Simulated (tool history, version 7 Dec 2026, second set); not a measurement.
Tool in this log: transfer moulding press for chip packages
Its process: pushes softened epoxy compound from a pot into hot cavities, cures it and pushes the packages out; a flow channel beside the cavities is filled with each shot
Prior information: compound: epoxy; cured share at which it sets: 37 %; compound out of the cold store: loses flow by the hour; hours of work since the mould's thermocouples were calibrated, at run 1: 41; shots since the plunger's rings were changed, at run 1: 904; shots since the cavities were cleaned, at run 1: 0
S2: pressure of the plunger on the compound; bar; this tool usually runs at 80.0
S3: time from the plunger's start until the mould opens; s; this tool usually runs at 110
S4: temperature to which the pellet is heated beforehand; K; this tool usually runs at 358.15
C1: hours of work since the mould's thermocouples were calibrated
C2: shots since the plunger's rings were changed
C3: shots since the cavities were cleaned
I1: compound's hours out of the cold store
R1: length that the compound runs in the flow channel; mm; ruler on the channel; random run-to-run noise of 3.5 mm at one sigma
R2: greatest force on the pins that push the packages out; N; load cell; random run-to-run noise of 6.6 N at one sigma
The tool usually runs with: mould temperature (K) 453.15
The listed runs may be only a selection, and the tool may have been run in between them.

{"run": 1, "hour": 0.0, "mould temperature (K)": 453.15, "S2": 80.0, "S3": 110, "S4": 358.15, "C1": 41, "C2": 904, "C3": 0, "I1": 12.8, "R1": 1007, "R2": 310}
{"run": 2, "hour": 32.8, "mould temperature (K)": 453.15, "S2": 80.0, "S3": 110, "S4": 358.15, "C1": 59, "C2": 1185, "C3": 281, "I1": 15.8, "R1": 990, "R2": 419}
{"run": 3, "hour": 64.9, "mould temperature (K)": 453.15, "S2": 80.0, "S3": 110, "S4": 358.15, "C1": 76, "C2": 1460, "C3": 556, "I1": 35.5, "R1": 898, "R2": 466}
{"run": 4, "hour": 90.7, "mould temperature (K)": 453.15, "S2": 80.0, "S3": 110, "S4": 358.15, "C1": 90, "C2": 1681, "C3": 777, "I1": 12.7, "R1": 1001, "R2": 540}
{"run": 5, "hour": 117.3, "mould temperature (K)": 453.15, "S2": 80.0, "S3": 110, "S4": 358.15, "C1": 105, "C2": 1910, "C3": 1006, "I1": 30.9, "R1": 911, "R2": 549}
{"hour": 125.6, "done": "cavities cleaned with cleaning compound and waxed"}
{"run": 6, "hour": 143.0, "mould temperature (K)": 453.15, "S2": 80.0, "S3": 110, "S4": 358.15, "C1": 118, "C2": 2117, "C3": 149, "I1": 21.3, "R1": 958, "R2": 360}
{"run": 7, "hour": 169.0, "mould temperature (K)": 453.15, "S2": 80.0, "S3": 110, "S4": 358.15, "C1": 132, "C2": 2340, "C3": 372, "I1": 18.3, "R1": 962, "R2": 456}
{"run": 8, "hour": 190.1, "mould temperature (K)": 453.15, "S2": 80.0, "S3": 110, "S4": 358.15, "C1": 144, "C2": 2521, "C3": 553, "I1": 10.4, "R1": 1004, "R2": 463}
{"run": 9, "hour": 210.9, "mould temperature (K)": 453.15, "S2": 61.1, "S3": 142, "S4": 358.15, "C1": 155, "C2": 2700, "C3": 732, "I1": 33.1, "R1": 774, "R2": 395}
{"run": 10, "hour": 232.2, "mould temperature (K)": 453.15, "S2": 61.1, "S3": 142, "S4": 358.15, "C1": 167, "C2": 2882, "C3": 914, "I1": 12.2, "R1": 866, "R2": 433}
{"hour": 250.9, "done": "cavities cleaned with cleaning compound and waxed"}
{"run": 11, "hour": 264.0, "mould temperature (K)": 453.15, "S2": 61.1, "S3": 142, "S4": 358.15, "C1": 183, "C2": 3142, "C3": 112, "I1": 33.9, "R1": 771, "R2": 251}
{"run": 12, "hour": 283.8, "mould temperature (K)": 453.15, "S2": 61.1, "S3": 142, "S4": 358.15, "C1": 194, "C2": 3312, "C3": 282, "I1": 15.7, "R1": 846, "R2": 323}
{"run": 13, "hour": 318.6, "mould temperature (K)": 453.15, "S2": 97.6, "S3": 142, "S4": 351.15, "C1": 213, "C2": 3611, "C3": 581, "I1": 32.3, "R1": 982, "R2": 374}
{"run": 14, "hour": 344.0, "mould temperature (K)": 453.15, "S2": 80.0, "S3": 136, "S4": 358.15, "C1": 227, "C2": 3829, "C3": 799, "I1": 22.6, "R1": 925, "R2": 430}
{"hour": 355.6, "done": "plunger's sealing rings changed"}
{"hour": 377.6, "done": "cavities cleaned with cleaning compound and waxed"}
{"run": 15, "hour": 380.9, "mould temperature (K)": 453.15, "S2": 80.0, "S3": 131, "S4": 357.15, "C1": 245, "C2": 204, "C3": 29, "I1": 22.0, "R1": 986, "R2": 250}
{"run": 16, "hour": 396.3, "mould temperature (K)": 448.15, "S2": 80.0, "S3": 110, "S4": 358.15, "C1": 253, "C2": 336, "C3": 161, "I1": 38.4, "R1": 927, "R2": 492}

3 options for the next run, each taken on its own from the tool as it stands now. Forecast them:
{"run": "A", "hour": 433.7, "mould temperature (K)": 448.15, "S2": 80.0, "S3": 139, "S4": 358.15, "C1": 274, "C2": 657, "C3": 482, "I1": 34.5, "R1": "?", "R2": "?"}
{"run": "B", "hour": 433.7, "mould temperature (K)": 449.15, "S2": 80.6, "S3": 93, "S4": 358.15, "C1": 274, "C2": 657, "C3": 482, "I1": 46.7, "R1": "?", "R2": "?"}
{"run": "C", "hour": 433.7, "mould temperature (K)": 459.15, "S2": 88.6, "S3": 92, "S4": 358.15, "C1": 274, "C2": 657, "C3": 482, "I1": 21.1, "R1": "?", "R2": "?"}

run=A R1=945 R2=422
run=B R1=886 R2=826
run=C R1=996 R2=450
Without the tool's hidden state the same runs would have given:
run=A R1=949 R2=248
run=B R1=890 R2=470
run=C R1=1001 R2=258

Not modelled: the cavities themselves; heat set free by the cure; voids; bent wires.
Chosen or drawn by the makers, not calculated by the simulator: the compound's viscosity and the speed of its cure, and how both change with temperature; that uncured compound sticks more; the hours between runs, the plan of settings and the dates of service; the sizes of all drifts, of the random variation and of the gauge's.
